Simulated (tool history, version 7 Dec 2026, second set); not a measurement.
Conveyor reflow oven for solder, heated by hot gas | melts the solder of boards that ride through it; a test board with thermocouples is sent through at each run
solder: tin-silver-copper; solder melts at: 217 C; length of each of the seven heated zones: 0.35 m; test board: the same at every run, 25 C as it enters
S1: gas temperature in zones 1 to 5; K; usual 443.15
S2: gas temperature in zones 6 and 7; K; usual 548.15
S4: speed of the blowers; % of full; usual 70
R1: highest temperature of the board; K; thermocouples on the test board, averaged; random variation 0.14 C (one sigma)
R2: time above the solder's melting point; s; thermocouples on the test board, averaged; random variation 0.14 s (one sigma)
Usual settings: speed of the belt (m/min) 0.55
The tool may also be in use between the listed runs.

{"run": 1, "hour": 0.0, "S1": 443.15, "S2": 548.15, "speed of the belt (m/min)": 0.55, "S4": 70, "R1": 533.05, "R2": 60.4}
{"run": 2, "hour": 5.9, "S1": 443.15, "S2": 548.15, "speed of the belt (m/min)": 0.55, "S4": 70, "R1": 532.95, "R2": 60.6}
{"run": 3, "hour": 13.7, "S1": 443.15, "S2": 548.15, "speed of the belt (m/min)": 0.55, "S4": 70, "R1": 532.75, "R2": 60.5}
{"run": 4, "hour": 19.6, "S1": 443.15, "S2": 548.15, "speed of the belt (m/min)": 0.55, "S4": 70, "R1": 532.65, "R2": 60.5}
{"run": 5, "hour": 33.7, "S1": 443.15, "S2": 548.15, "speed of the belt (m/min)": 0.55, "S4": 70, "R1": 532.85, "R2": 60.5}
{"run": 6, "hour": 41.7, "S1": 443.15, "S2": 553.15, "speed of the belt (m/min)": 0.55, "S4": 70, "R1": 536.95, "R2": 62.9}
{"hour": 56.5, "done": "flux residue cleaned out of gas plates and filters"}
{"run": 7, "hour": 57.8, "S1": 443.15, "S2": 553.15, "speed of the belt (m/min)": 0.49, "S4": 70, "R1": 544.15, "R2": 75.4}
{"run": 8, "hour": 69.9, "S1": 443.15, "S2": 553.15, "speed of the belt (m/min)": 0.49, "S4": 70, "R1": 543.75, "R2": 75.4}
{"run": 9, "hour": 81.6, "S1": 443.15, "S2": 553.15, "speed of the belt (m/min)": 0.49, "S4": 70, "R1": 543.95, "R2": 75.5}
{"run": 10, "hour": 91.5, "S1": 443.15, "S2": 553.15, "speed of the belt (m/min)": 0.49, "S4": 63, "R1": 542.05, "R2": 74.2}
{"run": 11, "hour": 98.8, "S1": 443.15, "S2": 553.15, "speed of the belt (m/min)": 0.49, "S4": 63, "R1": 542.05, "R2": 74.1}
{"run": 12, "hour": 109.8, "S1": 443.15, "S2": 548.15, "speed of the belt (m/min)": 0.55, "S4": 70, "R1": 535.75, "R2": 62.6}
{"run": 13, "hour": 117.7, "S1": 443.15, "S2": 548.15, "speed of the belt (m/min)": 0.55, "S4": 70, "R1": 535.65, "R2": 62.7}
{"run": 14, "hour": 124.9, "S1": 443.15, "S2": 548.15, "speed of the belt (m/min)": 0.55, "S4": 70, "R1": 535.85, "R2": 62.7}
{"run": 15, "hour": 132.6, "S1": 443.15, "S2": 548.15, "speed of the belt (m/min)": 0.55, "S4": 70, "R1": 535.75, "R2": 62.7}
{"run": 16, "hour": 143.3, "S1": 443.15, "S2": 548.15, "speed of the belt (m/min)": 0.55, "S4": 70, "R1": 535.75, "R2": 62.7}
{"run": 17, "hour": 157.1, "S1": 443.15, "S2": 545.15, "speed of the belt (m/min)": 0.55, "S4": 64, "R1": 531.35, "R2": 59.5}
{"run": 18, "hour": 170.6, "S1": 443.15, "S2": 548.15, "speed of the belt (m/min)": 0.55, "S4": 89, "R1": 540.25, "R2": 65.7}
{"run": 19, "hour": 179.3, "S1": 443.15, "S2": 548.15, "speed of the belt (m/min)": 0.55, "S4": 76, "R1": 537.15, "R2": 63.8}

Run 20 comes next. What will it give?
{"run": 20, "hour": 186.2, "S1": 443.15, "S2": 559.15, "speed of the belt (m/min)": 0.55, "S4": 88, "R1": "?", "R2": "?"}

R1: 549.85 K
R2: 69.5 s
Without the tool's hidden state the same run would have given R1 547.35 K, R2 68.2 s.
